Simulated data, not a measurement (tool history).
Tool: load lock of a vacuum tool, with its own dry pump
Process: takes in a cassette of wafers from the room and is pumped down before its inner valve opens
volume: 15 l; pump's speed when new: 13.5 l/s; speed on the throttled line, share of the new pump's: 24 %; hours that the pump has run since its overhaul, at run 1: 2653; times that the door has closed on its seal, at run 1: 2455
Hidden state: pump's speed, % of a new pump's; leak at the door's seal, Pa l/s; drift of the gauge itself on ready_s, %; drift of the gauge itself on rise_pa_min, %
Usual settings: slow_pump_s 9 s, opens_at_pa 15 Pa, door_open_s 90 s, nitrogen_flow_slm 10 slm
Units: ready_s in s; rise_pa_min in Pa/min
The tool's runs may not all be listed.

| run | day | slow_pump_s | opens_at_pa | door_open_s | nitrogen_flow_slm | hours that the pump has run since its overhaul | times that the door has closed on its seal | incoming humidity of the room's air, % | ready_s | rise_pa_min |
|---|---|---|---|---|---|---|---|---|---|---|
| 1 | 0.000 | 9 | 15 | 90 | 10 | 2653 | 2455 | 44.5 | 17.1 | 0.087 |
| 2 | 17.775 | 9 | 21 | 90 | 10 | 3080 | 4182 | 43.9 | 16.9 | 0.082 |
| 3 | 27.221 | 9 | 15 | 237 | 10 | 3306 | 5099 | 48.0 | 17.2 | 0.116 |
| 4 | 41.879 | 9 | 15 | 237 | 10 | 3658 | 6523 | 44.5 | 17.3 | 0.115 |
| 5 | 62.542 | 9 | 15 | 237 | 10 | 4154 | 8530 | 40.8 | 17.4 | 0.106 |
| 6 | 83.108 | 9 | 15 | 59 | 10 | 4648 | 10528 | 47.1 | 17.7 | 0.102 |
| 7 | 95.183 | 9 | 15 | 59 | 10 | 4937 | 11700 | 44.5 | 17.5 | 0.092 |
| 8 | 107.296 | 9 | 15 | 59 | 10 | 5228 | 12877 | 44.7 | 17.5 | 0.092 |
| 9 | 122.408 | 9 | 15 | 90 | 10 | 5591 | 14345 | 47.2 | 17.7 | 0.114 |
| 10 | 138.158 | 9 | 16 | 90 | 10 | 5969 | 15874 | 45.0 | 17.6 | 0.112 |
| 11 | 152.000 | 9 | 16 | 90 | 10 | 6301 | 17218 | 44.6 | 17.9 | 0.122 |
| 12 | 171.046 | 9 | 15 | 90 | 10 | 6758 | 19069 | 45.1 | 17.8 | 0.123 |
| 13 | 190.825 | 9 | 18 | 90 | 10 | 7233 | 20990 | 41.6 | 17.7 | 0.120 |
| 14 | 205.475 | 9 | 18 | 90 | 10 | 7584 | 22412 | 46.2 | 17.8 | 0.141 |
| 15 | 225.379 | 14 | 15 | 90 | 10 | 8062 | 24346 | 43.8 | 21.9 | 0.142 |
| 16 | 235.388 | 14 | 15 | 90 | 10 | 8302 | 25318 | 44.3 | 21.7 | 0.143 |
| 17 | 249.871 | 9 | 20 | 94 | 10 | 8650 | 26725 | 47.5 | 17.8 | 0.157 |
| 18 | 262.038 | 9 | 15 | 62 | 10 | 8942 | 27906 | 49.9 | 18.5 | 0.155 |
| 19 | 279.592 | 9 | 15 | 62 | 10 | 9363 | 29611 | 46.7 | 18.5 | 0.156 |
| 20 | 288.654 | 9 | 15 | 90 | 10 | 9581 | 30491 | 44.3 | 18.5 | 0.160 |
| 21 | 303.008 | 6 | 27 | 51 | 5 | 9925 | 31886 | 43.2 | 15.6 | 0.161 |
| 22 | 315.758 | 6 | 27 | 35 | 5 | 10231 | 33124 | 45.1 | 15.6 | 0.166 |
|  | 321.388 | dry pump taken out, an overhauled one fitted |
| 23 | 334.329 | 15 | 15 | 58 | 10 | 311 | 34903 | 48.3 | 21.3 | 0.178 |
| 24 | 354.696 | 9 | 25 | 150 | 10 | 799 | 36882 | 42.1 | 16.1 | 0.198 |
| 25 | 370.033 | 9 | 25 | 150 | 10 | 1167 | 38371 | 42.1 | 16.3 | 0.202 |
| 26 | 389.342 | 9 | 23 | 40 | 10 | 1631 | 40246 | 44.3 | 16.5 | 0.194 |
| 27 | 401.217 | 9 | 17 | 90 | 10 | 1916 | 41400 | 48.6 | 16.9 | 0.217 |
| 28 | 416.008 | 9 | 10 | 90 | 11 | 2271 | 42836 | 46.7 | 17.7 | 0.220 |
| 29 | 426.308 | 9 | 10 | 90 | 7 | 2518 | 43837 | 46.1 | 17.7 | 0.235 |
| 30 | 437.238 | 5 | 15 | 90 | 28 | 2780 | 44898 | 44.6 | 14.1 | 0.212 |
| 31 | 457.100 | 9 | 14 | 122 | 10 | 3257 | 46828 | 41.5 | 17.2 | 0.239 |

5 ways to go on from here, each from the tool as it stands after run 31. What would each give?
| A | 475.962 | 9 | 15 | 42 | 10 | 3710 | 48660 | 46.4 | ? | ? |
| B | 475.962 | 9 | 14 | 112 | 10 | 3710 | 48660 | 45.3 | ? | ? |
| C | 475.962 | 4 | 14 | 122 | 10 | 3710 | 48660 | 46.5 | ? | ? |
| D | 475.962 | 13 | 15 | 90 | 10 | 3710 | 48660 | 45.8 | ? | ? |
| E | 475.962 | 9 | 23 | 38 | 10 | 3710 | 48660 | 40.9 | ? | ? |

| run | ready_s | rise_pa_min |
|---|---|---|
| A | 17.2 | 0.241 |
| B | 17.3 | 0.253 |
| C | 13.7 | 0.258 |
| D | 20.2 | 0.256 |
| E | 16.6 | 0.235 |
Without the tool's hidden state the same runs would have given:
| run | ready_s | rise_pa_min |
|---|---|---|
| A | 16.7 | 0.062 |
| B | 16.8 | 0.074 |
| C | 13.0 | 0.081 |
| D | 19.8 | 0.077 |
| E | 16.1 | 0.054 |
